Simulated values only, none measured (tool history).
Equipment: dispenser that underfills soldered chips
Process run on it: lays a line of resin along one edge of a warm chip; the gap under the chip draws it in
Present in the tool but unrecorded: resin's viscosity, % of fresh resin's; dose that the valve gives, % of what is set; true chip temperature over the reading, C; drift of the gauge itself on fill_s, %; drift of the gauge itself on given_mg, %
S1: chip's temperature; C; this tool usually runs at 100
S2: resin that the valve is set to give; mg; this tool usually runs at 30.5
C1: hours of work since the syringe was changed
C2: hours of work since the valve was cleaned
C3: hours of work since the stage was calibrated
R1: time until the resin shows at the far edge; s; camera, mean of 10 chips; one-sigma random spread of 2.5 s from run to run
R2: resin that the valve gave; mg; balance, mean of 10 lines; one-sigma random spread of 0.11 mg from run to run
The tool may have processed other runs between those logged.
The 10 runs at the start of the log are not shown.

run,day,S1,S2,C1,C2,C3,R1,R2
# day 4.283: new syringe of resin
11,4.567,100,33.7,5,104,175,388,31.42
# day 4.642: dispensing valve cleaned and set on the balance
# day 4.904: new syringe of resin
12,4.996,100,33.7,2,6,182,293.3,33.62
# day 5.475: new syringe of resin
13,5.742,109,30.5,5,20,195,306.9,30.06
# day 6.058: new syringe of resin
14,6.412,90,30.5,7,32,207,580.5,29.71
# day 6.654: new syringe of resin
15,7.117,90,30.5,9,45,220,678.6,29.55
# day 7.242: new syringe of resin
# day 7.821: new syringe of resin
16,7.842,90,30.5,0,57,233,345,29.3
17,8.292,90,30.5,9,66,241,675.9,29.3
# day 8.4: new syringe of resin
18,8.704,100,28.7,6,73,248,421.1,27.3
# day 8.971: new syringe of resin
19,9.321,93,30.3,6,84,259,528.8,28.62
# day 9.538: new syringe of resin
20,9.725,100,31.5,3,91,267,343.7,29.41
# day 10.121: new syringe of resin
21,10.3,114,33.5,3,102,277,230.6,31.33
# day 10.479: dispensing valve cleaned and set on the balance
22,10.712,113,29.3,10,4,284,417.5,29.32

What will run 23 give?
# day 10.775: new syringe of resin
# day 11.358: new syringe of resin
23,11.358,112,34.2,0,16,295,?,?

{"run 23": {"R1": 185.2, "R2": 33.93}}
Had the tool carried no hidden state, the very same run would have given R1 182.3 s, R2 34.34 mg.

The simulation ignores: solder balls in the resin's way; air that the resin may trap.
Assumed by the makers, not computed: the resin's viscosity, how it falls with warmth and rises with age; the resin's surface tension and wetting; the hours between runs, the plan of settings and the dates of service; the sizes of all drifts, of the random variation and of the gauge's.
